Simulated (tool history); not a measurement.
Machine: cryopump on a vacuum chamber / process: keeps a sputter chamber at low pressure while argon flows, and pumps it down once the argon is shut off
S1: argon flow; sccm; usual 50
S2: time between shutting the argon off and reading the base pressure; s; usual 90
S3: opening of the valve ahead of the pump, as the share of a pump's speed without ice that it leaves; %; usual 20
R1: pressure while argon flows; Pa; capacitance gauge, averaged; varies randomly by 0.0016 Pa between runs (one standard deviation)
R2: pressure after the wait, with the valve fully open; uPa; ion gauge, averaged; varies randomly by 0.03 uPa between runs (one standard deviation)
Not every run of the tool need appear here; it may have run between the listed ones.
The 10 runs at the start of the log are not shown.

run	hour	S1	S2	S3	R1	R2
11	200.6	50	77	23	0.3393	3.44
12	232.2	50	77	23	0.3402	3.33
13	250.5	50	77	23	0.3406	3.38
14	281.8	50	77	23	0.3409	3.38
15	301.9	50	77	23	0.3389	3.47
16	332.0	50	77	23	0.3423	3.52
17	347.9	27	157	32	0.1351	2.80
18	380.2	27	157	32	0.1346	2.90
19	394.6	27	157	32	0.1347	2.84
20	413.9	50	90	25	0.3149	3.28
21	436.2	68	27	20	0.5310	6.31
22	465.6	78	84	33	0.3776	3.54
23	485.4	76	36	33	0.3685	5.28
24	517.8	34	90	17	0.3141	3.46
25	541.0	34	90	17	0.3130	3.48
26	571.7	49	71	43	0.1855	3.82
27	603.9	69	135	20	0.5457	3.08
28	634.8	69	90	16	0.6762	3.54
29	665.2	30	36	24	0.1991	5.34
30	685.7	30	36	24	0.1988	5.47
31	712.4	26	33	24	0.1737	5.61

4 options for the next run, each taken on its own from the tool as it stands now. Forecast them:
A	741.6	26	114	24	?	?
B	741.6	26	48	34	?	?
C	741.6	26	60	24	?	?
D	741.6	50	180	20	?	?

run	R1	R2
A	0.1733	3.34
B	0.1236	4.70
C	0.1734	4.33
D	0.3948	3.13
With the hidden condition removed and each run's random variation left untouched, the same runs would have given:
run	R1	R2
A	0.1644	1.22
B	0.1147	2.54
C	0.1645	2.13
D	0.3777	0.93
